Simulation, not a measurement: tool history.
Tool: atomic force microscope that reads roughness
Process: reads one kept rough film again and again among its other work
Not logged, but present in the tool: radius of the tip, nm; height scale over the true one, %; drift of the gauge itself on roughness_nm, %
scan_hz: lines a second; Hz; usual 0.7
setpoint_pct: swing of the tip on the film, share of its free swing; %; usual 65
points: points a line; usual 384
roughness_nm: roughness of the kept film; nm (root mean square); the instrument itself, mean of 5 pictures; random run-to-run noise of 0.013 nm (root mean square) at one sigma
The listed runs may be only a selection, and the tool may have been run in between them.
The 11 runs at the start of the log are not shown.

| run | hour | scan_hz | setpoint_pct | points | pictures with this tip | hours of work since the height scale was calibrated | roughness_nm |
|---|---|---|---|---|---|---|---|
| 12 | 536.3 | 0.7 | 65 | 384 | 49 | 211 | 3.21 |
| 13 | 566.2 | 0.7 | 65 | 384 | 72 | 224 | 3.195 |
| 14 | 630.2 | 0.7 | 73 | 384 | 121 | 251 | 3.173 |
| 15 | 668.1 | 0.7 | 73 | 384 | 151 | 268 | 3.171 |
| 16 | 720.4 | 0.7 | 73 | 898 | 191 | 290 | 3.189 |
| 17 | 778.6 | 0.7 | 73 | 898 | 236 | 315 | 3.169 |
| 18 | 838.1 | 1.019 | 84 | 499 | 283 | 340 | 2.984 |
| 19 | 891.2 | 1.019 | 66 | 509 | 324 | 363 | 3.183 |
| 20 | 937.6 | 0.774 | 65 | 384 | 360 | 383 | 3.216 |
|  | 947.6 | new tip fitted |
| 21 | 985.4 | 2.013 | 65 | 329 | 29 | 404 | 3.055 |
| 22 | 1055 | 1.695 | 87 | 846 | 83 | 433 | 2.68 |
| 23 | 1116.8 | 1.349 | 67 | 846 | 131 | 460 | 3.149 |
| 24 | 1179.5 | 1.349 | 67 | 846 | 180 | 487 | 3.129 |
| 25 | 1225.4 | 1.349 | 67 | 846 | 215 | 507 | 3.124 |
| 26 | 1262.5 | 1.661 | 69 | 343 | 244 | 523 | 3.025 |
| 27 | 1303.3 | 2.452 | 63 | 564 | 276 | 540 | 3.041 |
| 28 | 1355 | 2.452 | 63 | 564 | 316 | 562 | 3.042 |
| 29 | 1416.2 | 2.452 | 63 | 564 | 363 | 589 | 3.035 |
|  | 1420 | new tip fitted |
| 30 | 1471.9 | 0.619 | 89 | 384 | 40 | 612 | 3.037 |
| 31 | 1519.7 | 3.845 | 89 | 308 | 77 | 633 | 2.08 |
| 32 | 1573.8 | 3.845 | 89 | 308 | 119 | 656 | 2.107 |
| 33 | 1627.8 | 3.845 | 68 | 304 | 161 | 679 | 2.753 |

4 ways to go on from here, each from the tool as it stands after run 33. What would each give?
| A | 1656.7 | 3.845 | 82 | 864 | 183 | 692 | ? |
| B | 1656.7 | 1.915 | 57 | 377 | 183 | 692 | ? |
| C | 1656.7 | 0.971 | 83 | 304 | 183 | 692 | ? |
| D | 1656.7 | 3.845 | 69 | 991 | 183 | 692 | ? |

| run | roughness_nm |
|---|---|
| A | 2.321 |
| B | 3.181 |
| C | 2.977 |
| D | 2.737 |
Stripped of hidden state, with their random variation kept, the same runs would have yielded:
| run | roughness_nm |
|---|---|
| A | 2.325 |
| B | 3.187 |
| C | 2.983 |
| D | 2.742 |

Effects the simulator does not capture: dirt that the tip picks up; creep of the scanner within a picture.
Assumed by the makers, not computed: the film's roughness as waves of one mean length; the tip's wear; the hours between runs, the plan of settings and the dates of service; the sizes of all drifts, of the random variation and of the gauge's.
